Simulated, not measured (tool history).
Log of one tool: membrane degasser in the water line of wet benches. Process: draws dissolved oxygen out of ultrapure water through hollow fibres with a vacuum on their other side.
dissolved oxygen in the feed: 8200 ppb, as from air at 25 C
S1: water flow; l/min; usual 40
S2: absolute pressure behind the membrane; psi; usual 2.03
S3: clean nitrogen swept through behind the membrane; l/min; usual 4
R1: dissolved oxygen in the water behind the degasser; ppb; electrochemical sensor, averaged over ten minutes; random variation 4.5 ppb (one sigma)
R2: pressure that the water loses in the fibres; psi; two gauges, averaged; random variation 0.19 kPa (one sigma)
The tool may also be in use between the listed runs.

run    hour  S1    S2    S3     R1     R2
  1       0  40  2.03     4  452.1  5.623
  2      67  40  2.03     4  451.1  5.699
  3     159  40  2.03  2.61  562.2  5.613
  4   233.6  40  2.03  2.61  553.3  5.635
  5   343.2  40  2.03     4  445.6  5.672
  6   414.6  40  2.03  2.16  617.8   5.63
  7   498.5  40  1.46  2.16    473  5.603
  8   589.4  40  1.46  2.16  475.1  5.616
  9   672.6  40  1.46  2.16  466.2  5.672
 10   772.1  40  1.46  2.16  473.4  5.677
 11   884.9  45  2.03  5.39  462.8  6.372
 12  1026.5  45  2.03  5.39  459.4  6.402
 13  1111.5  26  2.03  6.23  186.8  3.726

Measured less the same run without the tool's hidden state. The same run-to-run variation is in both; the gauge's scatter may not be:
The hidden state here: membrane still open, %; true pressure behind the membrane over the reading, kPa; air that leaks in behind the membrane, l/min; drift of the gauge itself on oxygen_ppb, %; drift of the gauge itself on loss_of_pressure_kpa, %.
run      R2
  1  +0.004
  2  +0.009
  3  +0.016
  4   +0.02
  5  +0.028
  6  +0.032
  7  +0.038
  8  +0.044
  9  +0.051
 10  +0.058
 11  +0.074
 12  +0.086
 13  +0.052
R1: within 0.9 ppb of the measured result in every run.
